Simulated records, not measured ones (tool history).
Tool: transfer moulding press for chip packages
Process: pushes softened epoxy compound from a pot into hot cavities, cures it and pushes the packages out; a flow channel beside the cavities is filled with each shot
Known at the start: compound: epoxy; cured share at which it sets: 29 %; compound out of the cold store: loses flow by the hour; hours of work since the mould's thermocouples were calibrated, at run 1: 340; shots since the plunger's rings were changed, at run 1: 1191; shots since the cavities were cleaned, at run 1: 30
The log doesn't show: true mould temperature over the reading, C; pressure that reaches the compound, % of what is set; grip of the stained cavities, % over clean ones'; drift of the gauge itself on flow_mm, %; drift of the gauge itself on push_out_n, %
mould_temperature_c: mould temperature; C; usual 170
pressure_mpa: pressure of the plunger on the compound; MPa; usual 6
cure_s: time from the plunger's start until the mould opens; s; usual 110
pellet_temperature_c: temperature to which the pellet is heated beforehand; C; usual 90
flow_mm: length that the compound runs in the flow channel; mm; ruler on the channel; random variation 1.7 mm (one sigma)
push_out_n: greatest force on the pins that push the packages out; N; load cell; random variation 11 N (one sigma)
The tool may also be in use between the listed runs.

run	hour	mould_temperature_c	pressure_mpa	cure_s	pellet_temperature_c	hours of work since the mould's thermocouples were calibrated	shots since the plunger's rings were changed	shots since the cavities were cleaned	incoming compound's hours out of the cold store	flow_mm	push_out_n
1	0	170	6	110	90	340	1191	30	21.1	693	582
2	10.4	170	4.72	110	90	347	1308	147	35.7	584	680
3	18.2	170	4.72	110	90	353	1395	234	33.5	587	756
4	28.8	170	6	110	90	360	1514	353	43.9	638	774
5	40.4	170	5.95	110	90	369	1645	484	27.4	669	888
6	50.1	170	5.29	110	90	376	1754	593	37.2	611	938
7	58.9	170	5.29	110	90	382	1852	691	44.9	596	950
# hour 69.2: cavities cleaned with cleaning compound and waxed
8	69.9	170	5.29	110	90	388	1959	8	13.7	661	594
9	77.1	170	5.29	110	90	394	2040	89	13.5	663	655
10	87.1	163	5.29	110	90	401	2152	201	40.8	624	1147
11	101.4	163	5.29	149	90	411	2313	362	33.1	640	790
12	116.3	169	6	110	90	421	2481	530	18.2	691	1023
13	126.8	170	6	109	90	429	2598	647	10.4	708	968
14	135.8	170	4.76	110	90	435	2699	748	21.9	605	998
# hour 141.2: cavities cleaned with cleaning compound and waxed
15	152.2	170	4.76	110	90	446	2866	124	21.4	602	685
16	166.3	163	6	110	90	456	3025	283	42.1	657	1146
17	176.7	163	6	141	90	463	3142	400	25	696	862
18	189.2	170	6	95	89	472	3282	540	44.6	621	1136
19	203.9	170	6	95	89	482	3447	705	22.1	675	1305
# hour 212.4: plunger's sealing rings changed
# hour 215.3: cavities cleaned with cleaning compound and waxed
20	215.8	163	6	124	89	488	21	5	39.8	689	680
# hour 218.6: mould's thermocouples calibrated
21	226.6	164	7.06	124	82	6	119	103	40.5	742	774
22	239.3	164	4.6	124	82	15	262	246	12.7	658	969
23	250	170	6.69	136	90	22	382	366	20.2	741	698
24	256.7	166	5.75	111	81	27	458	442	18.8	707	1136
25	263.6	178	4.64	110	90	32	535	519	28.6	579	737
26	274.1	174	6.67	132	80	39	653	637	34.6	691	779
27	285.9	171	6.5	121	83	48	785	769	21.3	726	909
# hour 289.3: cavities cleaned with cleaning compound and waxed
# hour 303.4: mould's thermocouples calibrated, once more
28	304.3	163	6.5	121	96	1	953	146	43.3	697	838
29	310.6	163	6.5	121	96	5	1023	216	23.4	743	905
30	324	170	6.1	110	90	15	1174	367	43.6	646	810

3 ways to go on from here, each from the tool as it stands after run 30. What would each give?
A	335.9	164	5.36	110	97	23	1307	500	23.7	?	?
B	335.9	173	5.14	138	90	23	1307	500	21.5	?	?
C	335.9	164	6	110	85	23	1307	500	42.2	?	?

run	flow_mm	push_out_n
A	669	1224
B	627	744
C	664	1212
Without the tool's hidden state the same runs would have given:
run	flow_mm	push_out_n
A	680	737
B	638	450
C	675	727
